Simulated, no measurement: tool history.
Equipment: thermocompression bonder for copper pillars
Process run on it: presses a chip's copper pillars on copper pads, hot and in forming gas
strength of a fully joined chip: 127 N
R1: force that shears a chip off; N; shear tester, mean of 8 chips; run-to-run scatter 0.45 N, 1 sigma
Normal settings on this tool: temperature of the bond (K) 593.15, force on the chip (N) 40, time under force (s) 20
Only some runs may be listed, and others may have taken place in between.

Run 1, day 0.000: usual settings. Result: R1 54.3 N.
Run 2, day 0.742: usual settings. Result: R1 54.6 N.
Run 3, day 1.562: usual settings. Result: R1 53.6 N.
Run 4, day 2.408: usual settings. Result: R1 54.3 N.
Run 5, day 2.850: usual settings. Result: R1 54.0 N.
Run 6, day 3.275: usual settings. Result: R1 54.6 N.
Run 7, day 4.000: usual settings but temperature of the bond (K) 606.15. Result: R1 61.1 N.

Forecast run 8:
Run 8, day 4.838: usual settings but temperature of the bond (K) 570.15, force on the chip (N) 59, time under force (s) 22. Result: R1 ?.

R1: 59.4 N
Without the tool's hidden state the same run would have given R1 59.0 N.
